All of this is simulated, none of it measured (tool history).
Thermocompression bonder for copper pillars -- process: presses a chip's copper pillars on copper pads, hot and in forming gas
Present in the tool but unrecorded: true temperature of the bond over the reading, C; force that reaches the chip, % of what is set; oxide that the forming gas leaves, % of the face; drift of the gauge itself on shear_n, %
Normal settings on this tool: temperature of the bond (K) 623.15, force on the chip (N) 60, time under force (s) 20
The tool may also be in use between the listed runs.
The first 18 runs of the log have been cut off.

run   hour  temperature of the bond (K)  force on the chip (N)  time under force (s)  hours of work since the heater was calibrated  hours of work since the force cell was calibrated  hours of work since the gas filter was changed  force that shears a chip off (N)
 19  452.1                       635.15                     60                    20                                            550                                                 29                                             125                              97.3
 20  480.7                       623.15                     60                    20                                            568                                                 47                                             143                              88.9
 21  513.9                       644.15                     66                    32                                            589                                                 69                                             164                             117.1
 22  534.3                       644.15                     79                    31                                            602                                                 81                                             177                             124.7
 23  553.2                       644.15                     79                    31                                            614                                                 93                                             189                             123.5
 24  574.8                       644.15                     79                    31                                            628                                                107                                             203                             122.4
     578.8  -- forming gas filter changed
 25  591.8                       596.15                     66                    34                                            638                                                118                                               8                              97.0
 26  606.6                       623.15                     71                    26                                            648                                                127                                              18                             115.2
 27  626.0                       623.15                     71                    26                                            660                                                139                                              30                             114.0
 28  661.2                       623.15                     71                    26                                            682                                                162                                              52                             111.2
 29  688.4                       623.15                     71                    26                                            700                                                179                                              70                             112.0
 30  709.4                       601.15                     59                    28                                            713                                                192                                              83                              84.0
 31  727.3                       601.15                     59                    28                                            724                                                204                                              94                              83.4
 32  745.2                       601.15                     59                    28                                            736                                                215                                             106                              83.5
 33  765.5                       601.15                     36                    28                                            749                                                228                                             119                              49.6
 34  796.7                       601.15                     36                    28                                            768                                                248                                             138                              48.7
 35  815.8                       601.15                     36                    28                                            781                                                260                                             150                              48.7
 36  842.5                       640.15                     66                    40                                            797                                                277                                             167                             120.0
 37  859.2                       605.15                     66                    40                                            808                                                287                                             178                              99.7
 38  875.8                       651.15                     80                    20                                            819                                                298                                             189                             120.8
     902.8  -- forming gas filter changed
 39  904.0                       651.15                     80                    20                                            836                                                316                                               1                             133.3

Predict each of these 5 candidate next runs independently; none follows another, all start after run 39:
  A  937.8                       609.15                     60                    12                                            858                                                337                                              22                                 ?
  B  937.8                       639.15                     37                    45                                            858                                                337                                              22                                 ?
  C  937.8                       620.15                     80                    52                                            858                                                337                                              22                                 ?
  D  937.8                       623.15                     60                    11                                            858                                                337                                              22                                 ?
  E  937.8                       623.15                     60                    28                                            858                                                337                                              22                                 ?

run  force that shears a chip off (N)
  A                              72.9
  B                              91.4
  C                             136.1
  D                              81.2
  E                             105.6
Had the tool no hidden state, the same runs would have come out as:
run  force that shears a chip off (N)
  A                              67.6
  B                              86.3
  C                             133.8
  D                              75.9
  E                             100.5
